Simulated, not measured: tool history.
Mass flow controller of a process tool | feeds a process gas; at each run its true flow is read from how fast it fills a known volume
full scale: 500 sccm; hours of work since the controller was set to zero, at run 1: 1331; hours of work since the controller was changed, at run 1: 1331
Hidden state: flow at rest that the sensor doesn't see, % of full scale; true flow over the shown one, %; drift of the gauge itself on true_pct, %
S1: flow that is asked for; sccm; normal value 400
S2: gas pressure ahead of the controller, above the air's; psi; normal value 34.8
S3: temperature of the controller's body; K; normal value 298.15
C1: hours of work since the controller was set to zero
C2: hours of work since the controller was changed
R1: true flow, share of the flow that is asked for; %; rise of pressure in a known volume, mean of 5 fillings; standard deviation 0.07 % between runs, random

{"run": 1, "hour": 0.0, "S1": 400, "S2": 34.8, "S3": 298.15, "C1": 1331, "C2": 1331, "R1": 99.11}
{"run": 2, "hour": 112.1, "S1": 400, "S2": 34.8, "S3": 298.15, "C1": 1366, "C2": 1366, "R1": 99.17}
{"run": 3, "hour": 179.7, "S1": 400, "S2": 34.8, "S3": 298.15, "C1": 1388, "C2": 1388, "R1": 98.98}
{"run": 4, "hour": 256.0, "S1": 400, "S2": 34.8, "S3": 298.15, "C1": 1412, "C2": 1412, "R1": 98.99}
{"run": 5, "hour": 358.9, "S1": 400, "S2": 34.8, "S3": 313.15, "C1": 1444, "C2": 1444, "R1": 98.03}
{"run": 6, "hour": 470.4, "S1": 400, "S2": 34.8, "S3": 313.15, "C1": 1479, "C2": 1479, "R1": 97.99}
{"run": 7, "hour": 555.4, "S1": 376, "S2": 34.8, "S3": 313.15, "C1": 1506, "C2": 1506, "R1": 97.78}
{"run": 8, "hour": 642.1, "S1": 400, "S2": 34.8, "S3": 298.15, "C1": 1533, "C2": 1533, "R1": 98.76}
{"run": 9, "hour": 751.5, "S1": 400, "S2": 34.8, "S3": 298.15, "C1": 1567, "C2": 1567, "R1": 98.72}
{"run": 10, "hour": 841.7, "S1": 400, "S2": 34.8, "S3": 298.15, "C1": 1596, "C2": 1596, "R1": 98.62}
{"run": 11, "hour": 905.5, "S1": 458, "S2": 34.2, "S3": 295.15, "C1": 1616, "C2": 1616, "R1": 99.09}
{"run": 12, "hour": 1010.6, "S1": 458, "S2": 34.2, "S3": 295.15, "C1": 1649, "C2": 1649, "R1": 98.97}
{"run": 13, "hour": 1117.5, "S1": 125, "S2": 31, "S3": 312.15, "C1": 1682, "C2": 1682, "R1": 96.28}
{"run": 14, "hour": 1208.6, "S1": 125, "S2": 31, "S3": 312.15, "C1": 1711, "C2": 1711, "R1": 96.11}
{"run": 15, "hour": 1319.0, "S1": 125, "S2": 31, "S3": 312.15, "C1": 1745, "C2": 1745, "R1": 96.08}
{"run": 16, "hour": 1407.1, "S1": 418, "S2": 22.5, "S3": 304.15, "C1": 1773, "C2": 1773, "R1": 98.73}
{"run": 17, "hour": 1455.4, "S1": 55, "S2": 22.5, "S3": 304.15, "C1": 1788, "C2": 1788, "R1": 96.54}

3 ways to go on from here, each from the tool as it stands after run 17. What would each give?
{"run": "A", "hour": 1516.1, "S1": 144, "S2": 25.1, "S3": 302.15, "C1": 1807, "C2": 1807, "R1": "?"}
{"run": "B", "hour": 1516.1, "S1": 55, "S2": 25.5, "S3": 304.15, "C1": 1807, "C2": 1807, "R1": "?"}
{"run": "C", "hour": 1516.1, "S1": 55, "S2": 22, "S3": 299.15, "C1": 1807, "C2": 1807, "R1": "?"}

run=A R1=97.06
run=B R1=96.44
run=C R1=96.88
With no hidden state in the tool, these same runs would have given:
run=A R1=97.91
run=B R1=97.29
run=C R1=97.74
